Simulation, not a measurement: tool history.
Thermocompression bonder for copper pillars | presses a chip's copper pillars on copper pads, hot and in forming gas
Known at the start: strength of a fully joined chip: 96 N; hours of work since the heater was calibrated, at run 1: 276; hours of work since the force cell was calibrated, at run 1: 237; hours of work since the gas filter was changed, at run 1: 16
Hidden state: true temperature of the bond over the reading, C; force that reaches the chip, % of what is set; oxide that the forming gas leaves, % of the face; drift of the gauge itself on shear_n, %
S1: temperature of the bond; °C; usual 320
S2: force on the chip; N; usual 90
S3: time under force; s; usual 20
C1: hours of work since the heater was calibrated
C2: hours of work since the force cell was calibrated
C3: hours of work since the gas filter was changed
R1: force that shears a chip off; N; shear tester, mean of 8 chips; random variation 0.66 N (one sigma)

Run 1, hour 0.0: usual settings; C1 276; C2 237; C3 16. Result: R1 42.6 N.
Run 2, hour 12.4: usual settings but S1 319 °C; C1 281; C2 242; C3 21. Result: R1 41.4 N.
Run 3, hour 22.8: usual settings; C1 286; C2 246; C3 26. Result: R1 42.2 N.
Run 4, hour 38.0: usual settings but S2 97 N; C1 292; C2 253; C3 32. Result: R1 44.0 N.
Run 5, hour 52.8: usual settings but S2 97 N; C1 298; C2 259; C3 39. Result: R1 43.1 N.
At hour 55.3: force cell calibrated.
Run 6, hour 71.7: usual settings but S2 97 N; C1 306; C2 7; C3 46. Result: R1 43.3 N.
Run 7, hour 80.6: usual settings but S2 97 N; C1 310; C2 11; C3 50. Result: R1 43.2 N.
Run 8, hour 88.4: usual settings but S2 97 N; C1 313; C2 14; C3 53. Result: R1 43.9 N.
At hour 97.9: force cell calibrated, once more.
Run 9, hour 107.3: usual settings but S2 86 N; C1 320; C2 4; C3 60. Result: R1 41.1 N.
Run 10, hour 120.3: usual settings but S2 91 N, S3 38 s; C1 326; C2 9; C3 66. Result: R1 51.8 N.
Run 11, hour 132.3: usual settings but S1 333 °C, S3 42 s; C1 331; C2 14; C3 71. Result: R1 58.2 N.
Run 12, hour 142.9: usual settings but S1 333 °C, S3 42 s; C1 335; C2 19; C3 75. Result: R1 58.5 N.
Run 13, hour 153.1: usual settings but S1 328 °C, S2 66 N, S3 11 s; C1 339; C2 23; C3 80. Result: R1 29.0 N.
Run 14, hour 162.4: usual settings but S1 339 °C, S2 67 N, S3 11 s; C1 343; C2 27; C3 83. Result: R1 31.3 N.
Run 15, hour 177.3: usual settings but S1 339 °C, S2 67 N, S3 11 s; C1 350; C2 33; C3 90. Result: R1 31.8 N.
Run 16, hour 188.6: usual settings but S1 346 °C, S2 107 N, S3 15 s; C1 354; C2 38; C3 95. Result: R1 50.8 N.

Measured less the same run without the tool's hidden state. The same run-to-run variation is in both; the gauge's scatter may not be:
run    R1
  1  -1.1
  2  -1.1
  3  -1.2
  4  -1.3
  5  -1.4
  6  -1.8
  7  -1.9
  8  -2.0
  9  -1.4
 10  -1.8
 11  -2.0
 12  -2.1
 13  -1.3
 14  -1.4
 15  -1.4
 16  -2.3
